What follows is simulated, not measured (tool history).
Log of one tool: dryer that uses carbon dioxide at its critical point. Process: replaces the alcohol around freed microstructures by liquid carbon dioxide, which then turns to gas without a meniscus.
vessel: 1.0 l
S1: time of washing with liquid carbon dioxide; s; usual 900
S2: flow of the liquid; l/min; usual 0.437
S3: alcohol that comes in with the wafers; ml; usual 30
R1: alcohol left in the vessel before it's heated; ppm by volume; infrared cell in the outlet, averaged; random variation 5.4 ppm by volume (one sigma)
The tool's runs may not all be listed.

{"run": 1, "day": 0.0, "S1": 900, "S2": 0.437, "S3": 30, "R1": 331}
{"run": 2, "day": 0.25, "S1": 900, "S2": 0.437, "S3": 30, "R1": 321}
{"run": 3, "day": 0.542, "S1": 900, "S2": 0.437, "S3": 89, "R1": 908}
{"day": 0.954, "done": "inlet filter changed"}
{"run": 4, "day": 1.025, "S1": 900, "S2": 0.437, "S3": 30, "R1": 163}
{"run": 5, "day": 1.579, "S1": 900, "S2": 0.437, "S3": 30, "R1": 168}
{"run": 6, "day": 1.933, "S1": 900, "S2": 0.437, "S3": 30, "R1": 179}
{"run": 7, "day": 2.204, "S1": 900, "S2": 0.437, "S3": 30, "R1": 173}
{"run": 8, "day": 2.629, "S1": 900, "S2": 0.437, "S3": 30, "R1": 175}
{"run": 9, "day": 3.15, "S1": 900, "S2": 0.437, "S3": 30, "R1": 178}
{"run": 10, "day": 3.604, "S1": 600, "S2": 0.437, "S3": 30, "R1": 888}
{"run": 11, "day": 4.071, "S1": 600, "S2": 0.437, "S3": 30, "R1": 909}
{"run": 12, "day": 4.671, "S1": 900, "S2": 0.265, "S3": 30, "R1": 1155}
{"run": 13, "day": 4.975, "S1": 900, "S2": 0.437, "S3": 30, "R1": 202}
{"run": 14, "day": 5.521, "S1": 900, "S2": 0.437, "S3": 30, "R1": 206}
{"run": 15, "day": 6.079, "S1": 900, "S2": 0.437, "S3": 30, "R1": 200}
{"run": 16, "day": 6.35, "S1": 780, "S2": 0.437, "S3": 30, "R1": 367}
{"run": 17, "day": 6.75, "S1": 780, "S2": 0.437, "S3": 30, "R1": 366}
{"run": 18, "day": 7.204, "S1": 780, "S2": 0.431, "S3": 30, "R1": 396}
{"run": 19, "day": 7.675, "S1": 900, "S2": 0.437, "S3": 30, "R1": 213}
{"run": 20, "day": 8.083, "S1": 900, "S2": 0.696, "S3": 30, "R1": 47}
{"run": 21, "day": 8.617, "S1": 900, "S2": 0.696, "S3": 30, "R1": 58}
{"run": 22, "day": 9.017, "S1": 900, "S2": 0.696, "S3": 30, "R1": 52}
{"run": 23, "day": 9.475, "S1": 600, "S2": 0.652, "S3": 50, "R1": 380}
{"run": 24, "day": 9.829, "S1": 600, "S2": 0.731, "S3": 29, "R1": 158}
{"run": 25, "day": 10.158, "S1": 600, "S2": 0.731, "S3": 29, "R1": 150}
{"run": 26, "day": 10.562, "S1": 600, "S2": 0.731, "S3": 29, "R1": 162}
{"run": 27, "day": 10.846, "S1": 540, "S2": 0.663, "S3": 41, "R1": 493}
{"run": 28, "day": 11.308, "S1": 1260, "S2": 0.437, "S3": 30, "R1": 68}
{"run": 29, "day": 11.896, "S1": 720, "S2": 0.437, "S3": 97, "R1": 1784}
{"run": 30, "day": 12.225, "S1": 1080, "S2": 0.437, "S3": 97, "R1": 272}
{"run": 31, "day": 12.733, "S1": 1020, "S2": 0.605, "S3": 31, "R1": 59}
{"run": 32, "day": 13.288, "S1": 1020, "S2": 0.605, "S3": 31, "R1": 60}
{"run": 33, "day": 13.612, "S1": 1020, "S2": 0.605, "S3": 31, "R1": 68}
{"run": 34, "day": 14.154, "S1": 1020, "S2": 0.605, "S3": 31, "R1": 71}
{"run": 35, "day": 14.562, "S1": 900, "S2": 0.314, "S3": 84, "R1": 2485}
{"run": 36, "day": 15.129, "S1": 660, "S2": 0.56, "S3": 21, "R1": 272}
{"run": 37, "day": 15.421, "S1": 660, "S2": 0.56, "S3": 21, "R1": 269}
{"run": 38, "day": 15.842, "S1": 900, "S2": 0.584, "S3": 42, "R1": 117}
{"run": 39, "day": 16.279, "S1": 900, "S2": 0.584, "S3": 42, "R1": 119}
{"run": 40, "day": 16.804, "S1": 660, "S2": 0.584, "S3": 58, "R1": 589}
{"run": 41, "day": 17.15, "S1": 900, "S2": 0.48, "S3": 48, "R1": 306}
{"run": 42, "day": 17.733, "S1": 1020, "S2": 0.324, "S3": 102, "R1": 1745}
{"run": 43, "day": 18.192, "S1": 1200, "S2": 0.324, "S3": 22, "R1": 240}

Forecast each of these 5 alternatives for the next run:
{"run": "A", "day": 18.583, "S1": 1200, "S2": 0.324, "S3": 82, "R1": "?"}
{"run": "B", "day": 18.583, "S1": 1260, "S2": 0.395, "S3": 42, "R1": "?"}
{"run": "C", "day": 18.583, "S1": 840, "S2": 0.302, "S3": 25, "R1": "?"}
{"run": "D", "day": 18.583, "S1": 840, "S2": 0.309, "S3": 29, "R1": "?"}
{"run": "E", "day": 18.583, "S1": 1140, "S2": 0.437, "S3": 32, "R1": "?"}

run=A R1=765
run=B R1=161
run=C R1=1213
run=D R1=1265
run=E R1=144
Without the tool's hidden state the same runs would have given:
run=A R1=365
run=B R1=47
run=C R1=747
run=D R1=769
run=E R1=45

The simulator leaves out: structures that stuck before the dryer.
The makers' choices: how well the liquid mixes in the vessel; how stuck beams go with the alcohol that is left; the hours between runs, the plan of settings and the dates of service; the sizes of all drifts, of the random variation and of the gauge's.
